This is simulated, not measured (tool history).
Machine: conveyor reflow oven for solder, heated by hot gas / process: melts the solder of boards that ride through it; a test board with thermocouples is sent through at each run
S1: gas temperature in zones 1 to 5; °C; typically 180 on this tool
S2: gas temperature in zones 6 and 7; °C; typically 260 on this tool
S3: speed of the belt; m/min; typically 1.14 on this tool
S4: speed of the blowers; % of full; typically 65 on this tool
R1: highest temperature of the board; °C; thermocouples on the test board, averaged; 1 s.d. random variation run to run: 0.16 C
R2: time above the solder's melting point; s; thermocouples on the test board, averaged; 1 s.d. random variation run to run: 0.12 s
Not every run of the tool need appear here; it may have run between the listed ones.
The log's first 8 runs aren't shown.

run,day,S1,S2,S3,S4,R1,R2
9,6.517,180,260,1.14,65,237.2,23.6
10,7.104,180,260,1.14,65,237.5,23.8
11,8.233,180,260,1.14,65,237.3,23.5
12,8.925,180,269,1.14,65,244.0,27.7
13,9.912,180,269,1.14,65,244.5,27.6
14,10.550,180,260,1.14,65,237.4,23.4
15,11.650,180,260,1.14,65,237.3,23.4
16,12.688,173,274,1.06,55,244.5,27.7
17,13.392,190,253,1.06,55,233.0,24.2
18,13.938,184,259,1.24,51,227.3,12.5
19,14.458,184,259,1.24,51,227.1,12.5
20,15.079,168,260,0.97,65,239.9,27.8
21,15.904,168,260,0.97,65,239.6,27.9
22,16.912,175,255,1.24,74,231.5,16.8
23,17.929,169,270,1.16,74,244.3,25.3
24,18.904,169,270,1.16,74,244.3,25.5
25,19.533,180,272,1.14,59,243.0,26.2
26,20.475,180,260,0.92,68,244.9,36.5
27,21.554,180,260,1.14,61,235.1,21.3
28,22.692,180,260,1.14,61,234.6,21.2
29,23.225,168,274,1.15,88,252.0,29.4
30,24.308,168,274,1.15,88,251.9,29.4

Forecast each of these 5 alternatives for the next run:
A,25.012,168,266,1.11,58,?,?
B,25.012,180,259,1.08,65,?,?
C,25.012,168,274,0.92,88,?,?
D,25.012,168,263,1.31,71,?,?
E,25.012,180,263,1.00,65,?,?

run,R1,R2
A,235.1,19.7
B,237.7,25.5
C,259.8,41.5
D,231.3,14.1
E,243.7,32.2
Without the tool's hidden state the same runs would have given:
run,R1,R2
A,237.4,21.5
B,239.6,27.1
C,261.9,42.3
D,234.3,16.5
E,245.4,33.4
